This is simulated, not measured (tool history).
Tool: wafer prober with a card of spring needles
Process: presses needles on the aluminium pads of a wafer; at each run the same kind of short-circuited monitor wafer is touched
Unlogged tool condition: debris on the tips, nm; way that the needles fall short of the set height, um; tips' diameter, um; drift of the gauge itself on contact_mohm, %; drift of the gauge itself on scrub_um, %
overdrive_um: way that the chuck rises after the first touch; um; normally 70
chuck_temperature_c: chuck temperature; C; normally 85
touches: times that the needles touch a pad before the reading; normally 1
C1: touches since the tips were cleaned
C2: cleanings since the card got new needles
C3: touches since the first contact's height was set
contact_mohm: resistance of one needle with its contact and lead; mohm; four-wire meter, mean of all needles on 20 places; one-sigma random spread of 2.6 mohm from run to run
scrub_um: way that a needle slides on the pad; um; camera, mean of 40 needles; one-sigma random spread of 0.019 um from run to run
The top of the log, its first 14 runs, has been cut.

At hour 929.7: tips cleaned on abrasive film.
Run 15, hour 956.6: usual settings; C1 4324; C2 55; C3 83024. Result: contact_mohm 327 mohm, scrub_um 17.16 um.
At hour 982.5: tips cleaned on abrasive film.
At hour 1034.1: tips cleaned on abrasive film.
Run 16, hour 1034.7: usual settings; C1 96; C2 57; C3 95520. Result: contact_mohm 305 mohm, scrub_um 17.14 um.
At hour 1082.5: tips cleaned on abrasive film.
Run 17, hour 1098.1: usual settings; C1 2493; C2 58; C3 105686. Result: contact_mohm 327 mohm, scrub_um 17.10 um.
At hour 1130.4: tips cleaned on abrasive film.
Run 18, hour 1169.4: usual settings but chuck_temperature_c 32 C, touches 2; C1 6266; C2 59; C3 117125. Result: contact_mohm 311 mohm, scrub_um 17.06 um.
At hour 1183.6: tips cleaned on abrasive film.
Run 19, hour 1214.7: usual settings but overdrive_um 62 um; C1 4987; C2 60; C3 124381. Result: contact_mohm 351 mohm, scrub_um 15.09 um.
At hour 1230.2: tips cleaned on abrasive film.
At hour 1281.0: tips cleaned on abrasive film.
Run 20, hour 1293.4: usual settings but overdrive_um 87 um; C1 1991; C2 62; C3 136985. Result: contact_mohm 308 mohm, scrub_um 21.19 um.
At hour 1333.8: tips cleaned on abrasive film.
Run 21, hour 1353.3: usual settings but overdrive_um 75 um, touches 2; C1 3129; C2 63; C3 146589. Result: contact_mohm 307 mohm, scrub_um 18.28 um.
At hour 1383.0: tips cleaned on abrasive film.
At hour 1431.6: tips cleaned on abrasive film.
Run 22, hour 1431.6: usual settings but overdrive_um 63 um, chuck_temperature_c 113 C, touches 2; C1 0; C2 65; C3 159138. Result: contact_mohm 311 mohm, scrub_um 15.30 um.
Run 23, hour 1477.1: usual settings but overdrive_um 63 um, chuck_temperature_c 113 C, touches 2; C1 7299; C2 65; C3 166437. Result: contact_mohm 345 mohm, scrub_um 15.28 um.
At hour 1486.0: tips cleaned on abrasive film.
At hour 1534.2: tips cleaned on abrasive film.
Run 24, hour 1565.7: usual settings but overdrive_um 63 um, chuck_temperature_c 113 C, touches 2; C1 5051; C2 67; C3 180629. Result: contact_mohm 339 mohm, scrub_um 15.24 um.

Estimate the outcome of run 25 from the log above:
At hour 1583.0: tips cleaned on abrasive film.
At hour 1597.0: height of the first contact set anew.
At hour 1631.1: tips cleaned on abrasive film.
Run 25, hour 1654.8: usual settings but overdrive_um 63 um, chuck_temperature_c 113 C, touches 2; C1 3809; C2 69; C3 9269. Result: contact_mohm ?, scrub_um ?.

{"run 25": {"contact_mohm": 333, "scrub_um": 15.54}}
On a tool with no hidden condition, and with the same random variation, this run would have come out at contact_mohm 307 mohm, scrub_um 15.55 um.

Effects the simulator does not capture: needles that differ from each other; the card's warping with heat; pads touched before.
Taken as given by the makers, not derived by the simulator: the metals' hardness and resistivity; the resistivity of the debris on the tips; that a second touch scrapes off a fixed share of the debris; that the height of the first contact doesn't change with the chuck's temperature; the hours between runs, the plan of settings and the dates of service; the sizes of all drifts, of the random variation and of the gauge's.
